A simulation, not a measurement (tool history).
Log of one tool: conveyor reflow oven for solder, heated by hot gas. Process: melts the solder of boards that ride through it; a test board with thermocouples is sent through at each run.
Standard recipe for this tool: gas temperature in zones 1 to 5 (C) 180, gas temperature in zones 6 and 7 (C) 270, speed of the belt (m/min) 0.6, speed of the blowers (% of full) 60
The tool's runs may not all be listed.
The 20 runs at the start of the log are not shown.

| run | day | gas temperature in zones 1 to 5 (C) | gas temperature in zones 6 and 7 (C) | speed of the belt (m/min) | speed of the blowers (% of full) | highest temperature of the board (C) | time above the solder's melting point (s) |
|---|---|---|---|---|---|---|---|
| 21 | 9.433 | 180 | 270 | 0.6 | 66 | 253.93 | 63.2 |
| 22 | 9.933 | 186 | 270 | 0.528 | 60 | 257.54 | 78.1 |
| 23 | 10.471 | 186 | 270 | 0.528 | 60 | 257.62 | 78.3 |
| 24 | 10.871 | 186 | 270 | 0.528 | 60 | 257.54 | 78.3 |
| 25 | 11.267 | 180 | 270 | 0.587 | 60 | 253.02 | 63.7 |
| 26 | 11.675 | 180 | 270 | 0.552 | 60 | 255.1 | 69.8 |
| 27 | 12.25 | 176 | 268 | 0.552 | 84 | 257.63 | 71.1 |
| 28 | 12.867 | 175 | 284 | 0.552 | 57 | 265.73 | 75 |
| 29 | 13.133 | 175 | 284 | 0.552 | 57 | 265.85 | 74.8 |
| 30 | 13.412 | 193 | 266 | 0.613 | 70 | 253.26 | 67.5 |

Predict each of these 4 candidate next runs independently; none follows another, all start after run 30:
| A | 14.008 | 193 | 266 | 0.613 | 51 | ? | ? |
| B | 14.008 | 167 | 279 | 0.6 | 70 | ? | ? |
| C | 14.008 | 180 | 277 | 0.613 | 55 | ? | ? |
| D | 14.008 | 165 | 266 | 0.613 | 70 | ? | ? |

| run | highest temperature of the board (C) | time above the solder's melting point (s) |
|---|---|---|
| A | 248.62 | 62.3 |
| B | 260.11 | 62.8 |
| C | 255.85 | 62.3 |
| D | 247.76 | 51.5 |
Stripped of hidden state, with their random variation kept, the same runs would have yielded:
| run | highest temperature of the board (C) | time above the solder's melting point (s) |
|---|---|---|
| A | 248.04 | 61.7 |
| B | 259.87 | 62.4 |
| C | 255.42 | 61.8 |
| D | 247.5 | 51.3 |
